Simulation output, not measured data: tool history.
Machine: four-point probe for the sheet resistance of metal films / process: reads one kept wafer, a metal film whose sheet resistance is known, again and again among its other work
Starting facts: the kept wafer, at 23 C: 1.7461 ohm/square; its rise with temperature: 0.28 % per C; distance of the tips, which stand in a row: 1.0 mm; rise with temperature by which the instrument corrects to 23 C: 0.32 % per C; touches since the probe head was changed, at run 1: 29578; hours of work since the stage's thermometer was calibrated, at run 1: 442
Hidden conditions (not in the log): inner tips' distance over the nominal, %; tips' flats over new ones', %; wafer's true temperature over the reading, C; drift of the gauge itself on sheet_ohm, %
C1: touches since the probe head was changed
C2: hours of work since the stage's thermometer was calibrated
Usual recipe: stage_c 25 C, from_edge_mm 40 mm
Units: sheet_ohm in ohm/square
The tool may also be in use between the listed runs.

Run 1, hour 0: usual settings; C1 29578; C2 442. Result: sheet_ohm 1.747927 ohm/square.
Run 2, hour 32.8: usual settings; C1 30373; C2 456. Result: sheet_ohm 1.74725 ohm/square.
Run 3, hour 87.8: usual settings but from_edge_mm 74 mm; C1 31706; C2 479. Result: sheet_ohm 1.747841 ohm/square.
Run 4, hour 145.8: usual settings but from_edge_mm 14 mm; C1 33112; C2 503. Result: sheet_ohm 1.752916 ohm/square.
Run 5, hour 181: usual settings; C1 33967; C2 518. Result: sheet_ohm 1.748758 ohm/square.
Run 6, hour 207.6: usual settings but stage_c 32 C; C1 34612; C2 529. Result: sheet_ohm 1.743952 ohm/square.
Run 7, hour 267.9: usual settings but stage_c 32 C; C1 36074; C2 555. Result: sheet_ohm 1.744194 ohm/square.
Run 8, hour 300.4: usual settings but stage_c 32 C; C1 36862; C2 568. Result: sheet_ohm 1.744491 ohm/square.
Run 9, hour 349.9: usual settings but stage_c 21 C; C1 38062; C2 589. Result: sheet_ohm 1.752229 ohm/square.
Run 10, hour 392: usual settings but from_edge_mm 11 mm; C1 39083; C2 607. Result: sheet_ohm 1.756094 ohm/square.
At hour 397.8: stage's thermometer calibrated.
Run 11, hour 455.1: usual settings but from_edge_mm 32 mm; C1 40600; C2 24. Result: sheet_ohm 1.750096 ohm/square.
Run 12, hour 512.5: usual settings but from_edge_mm 32 mm; C1 41991; C2 48. Result: sheet_ohm 1.749452 ohm/square.
Run 13, hour 545.8: usual settings but stage_c 29 C; C1 42798; C2 62. Result: sheet_ohm 1.747104 ohm/square.
Run 14, hour 609.1: usual settings but stage_c 29 C; C1 44334; C2 89. Result: sheet_ohm 1.747112 ohm/square.
Run 15, hour 659.1: usual settings but stage_c 29 C; C1 45545; C2 110. Result: sheet_ohm 1.747705 ohm/square.
Run 16, hour 711.3: usual settings but stage_c 27 C; C1 46812; C2 132. Result: sheet_ohm 1.748813 ohm/square.
Run 17, hour 766: usual settings but from_edge_mm 3 mm; C1 48137; C2 155. Result: sheet_ohm 1.848446 ohm/square.
At hour 771.9: stage's thermometer calibrated, once more.
Run 18, hour 829.4: usual settings but from_edge_mm 7 mm; C1 49664; C2 24. Result: sheet_ohm 1.770225 ohm/square.
Run 19, hour 883.8: usual settings but stage_c 18 C, from_edge_mm 8 mm; C1 50981; C2 47. Result: sheet_ohm 1.770835 ohm/square.
Run 20, hour 939.7: usual settings but stage_c 35 C, from_edge_mm 52 mm; C1 52336; C2 71. Result: sheet_ohm 1.746224 ohm/square.
Run 21, hour 979.8: usual settings but stage_c 26 C, from_edge_mm 58 mm; C1 53310; C2 88. Result: sheet_ohm 1.752098 ohm/square.
Run 22, hour 1022.2: usual settings but from_edge_mm 11 mm; C1 54338; C2 105. Result: sheet_ohm 1.759984 ohm/square.
Run 23, hour 1055.5: usual settings but from_edge_mm 11 mm; C1 55144; C2 120. Result: sheet_ohm 1.760028 ohm/square.
Run 24, hour 1101.1: usual settings but stage_c 20 C, from_edge_mm 57 mm; C1 56250; C2 139. Result: sheet_ohm 1.756208 ohm/square.
Run 25, hour 1156.8: usual settings but stage_c 22 C, from_edge_mm 4 mm; C1 57601; C2 162. Result: sheet_ohm 1.812205 ohm/square.
Run 26, hour 1205.2: usual settings but stage_c 27 C, from_edge_mm 11 mm; C1 58774; C2 183. Result: sheet_ohm 1.759424 ohm/square.
Run 27, hour 1240.8: usual settings but from_edge_mm 15 mm; C1 59637; C2 198. Result: sheet_ohm 1.757374 ohm/square.
Run 28, hour 1267.5: usual settings but from_edge_mm 15 mm; C1 60284; C2 209. Result: sheet_ohm 1.757462 ohm/square.
Run 29, hour 1327: usual settings but stage_c 23 C, from_edge_mm 15 mm; C1 61727; C2 234. Result: sheet_ohm 1.759082 ohm/square.
Run 30, hour 1373.5: usual settings but stage_c 33 C, from_edge_mm 6 mm; C1 62856; C2 254. Result: sheet_ohm 1.773856 ohm/square.
Run 31, hour 1437.6: usual settings but stage_c 19 C, from_edge_mm 16 mm; C1 64410; C2 281. Result: sheet_ohm 1.762108 ohm/square.

Here are 3 independent what-if runs from the current tool condition. What would each one return?
Run A, hour 1465.8: usual settings but stage_c 19 C, from_edge_mm 9 mm; C1 65094; C2 292. Result: sheet_ohm ?.
Run B, hour 1465.8: usual settings but stage_c 26 C, from_edge_mm 7 mm; C1 65094; C2 292. Result: sheet_ohm ?.
Run C, hour 1465.8: usual settings but stage_c 22 C, from_edge_mm 16 mm; C1 65094; C2 292. Result: sheet_ohm ?.

run  sheet_ohm
  A   1.769774
  B   1.772246
  C   1.759409
Take away the tool's hidden state, keep each run's random variation, and the runs would have read:
run  sheet_ohm
  A   1.760443
  B   1.762898
  C   1.750126
